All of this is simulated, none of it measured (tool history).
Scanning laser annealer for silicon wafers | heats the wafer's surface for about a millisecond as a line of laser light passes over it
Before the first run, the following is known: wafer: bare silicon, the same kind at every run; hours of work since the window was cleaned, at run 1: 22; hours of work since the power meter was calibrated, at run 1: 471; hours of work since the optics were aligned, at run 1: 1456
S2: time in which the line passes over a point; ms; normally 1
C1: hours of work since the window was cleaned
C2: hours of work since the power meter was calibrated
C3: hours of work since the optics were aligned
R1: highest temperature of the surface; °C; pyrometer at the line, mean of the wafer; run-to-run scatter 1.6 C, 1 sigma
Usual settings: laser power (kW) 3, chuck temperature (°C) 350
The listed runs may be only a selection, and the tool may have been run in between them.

run 1 hour=0 | laser_power_(kW)=3 S2=1 chuck_temperature_(°C)=350 | C1=22 C2=471 C3=1456 | R1=1079
run 2 hour=69.8 | laser_power_(kW)=3 S2=1 chuck_temperature_(°C)=350 | C1=67 C2=516 C3=1501 | R1=1079
run 3 hour=139.9 | laser_power_(kW)=3 S2=1 chuck_temperature_(°C)=350 | C1=112 C2=561 C3=1546 | R1=1078
run 4 hour=201.1 | laser_power_(kW)=3 S2=1 chuck_temperature_(°C)=350 | C1=152 C2=601 C3=1586 | R1=1073
run 5 hour=289.5 | laser_power_(kW)=3 S2=1.19 chuck_temperature_(°C)=350 | C1=209 C2=658 C3=1643 | R1=1157
-- hour=327.5 optics aligned, line set to its width
run 6 hour=367.8 | laser_power_(kW)=2.704 S2=1.19 chuck_temperature_(°C)=350 | C1=256 C2=705 C3=26 | R1=1073
run 7 hour=427.4 | laser_power_(kW)=2.704 S2=1.19 chuck_temperature_(°C)=350 | C1=295 C2=744 C3=65 | R1=1070
run 8 hour=492.3 | laser_power_(kW)=3 S2=1 chuck_temperature_(°C)=350 | C1=337 C2=786 C3=107 | R1=1084
run 9 hour=551.5 | laser_power_(kW)=3.181 S2=0.75 chuck_temperature_(°C)=352 | C1=375 C2=824 C3=145 | R1=1011
-- hour=558.5 window over the wafer cleaned
run 10 hour=633.4 | laser_power_(kW)=3 S2=0.89 chuck_temperature_(°C)=336 | C1=48 C2=876 C3=196 | R1=1012

Run 11 comes next. What will it give?
run 11 hour=677.9 | laser_power_(kW)=2.725 S2=0.93 chuck_temperature_(°C)=353 | C1=77 C2=904 C3=225 | R1=?

{"run 11": {"R1": 972}}
If the tool had no hidden condition, the same run with the same run-to-run variation would have returned R1 990 °C.
